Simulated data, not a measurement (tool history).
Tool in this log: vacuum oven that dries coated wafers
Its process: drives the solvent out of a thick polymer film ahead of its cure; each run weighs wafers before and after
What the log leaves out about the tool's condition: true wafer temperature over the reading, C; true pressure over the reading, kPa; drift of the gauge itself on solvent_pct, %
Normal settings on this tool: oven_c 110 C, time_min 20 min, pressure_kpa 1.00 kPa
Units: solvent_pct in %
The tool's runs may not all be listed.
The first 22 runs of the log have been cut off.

run    hour  oven_c  time_min  pressure_kpa  hours of work since the thermocouples were calibrated  hours of work since the vacuum gauge was cleaned of residue  solvent_pct
 23  1713.6     113        21          1.38                                                    419                                                         1441         2.35
 24  1766.6     113        21          1.38                                                    455                                                         1477         2.32
 25  1844.8     119        21          1.65                                                    509                                                         1531         1.52
 26  1907.7     111        21          0.66                                                    552                                                         1574         2.28
 27  1952.7     103        21          3.63                                                    583                                                         1605         7.73
 28  2025.8     118        21          0.52                                                    633                                                         1655         0.86
 29  2110.6     118        21          0.52                                                    691                                                         1713         0.86
 30  2201.6     114        12          1.60                                                    753                                                         1776         4.43
 31  2295.8     114        12          1.60                                                    818                                                         1840         4.50

Each row is a separate what-if for the run after 31, all from the same tool condition, not one after another. Results?
     2384.2  -- oven's thermocouples calibrated
  A  2401.6     115        30          0.98                                                     12                                                         1911            ?
     2384.2  -- oven's thermocouples calibrated
  B  2401.6     119        12          1.60                                                     12                                                         1911            ?
     2384.2  -- oven's thermocouples calibrated
  C  2401.6     110        20          0.53                                                     12                                                         1911            ?
     2384.2  -- oven's thermocouples calibrated
  D  2401.6     107        19          1.60                                                     12                                                         1911            ?

run  solvent_pct
  A         1.01
  B         2.91
  C         2.68
  D         4.81
Take away the tool's hidden state, keep each run's random variation, and the runs would have read:
run  solvent_pct
  A         1.00
  B         2.90
  C         2.66
  D         4.79

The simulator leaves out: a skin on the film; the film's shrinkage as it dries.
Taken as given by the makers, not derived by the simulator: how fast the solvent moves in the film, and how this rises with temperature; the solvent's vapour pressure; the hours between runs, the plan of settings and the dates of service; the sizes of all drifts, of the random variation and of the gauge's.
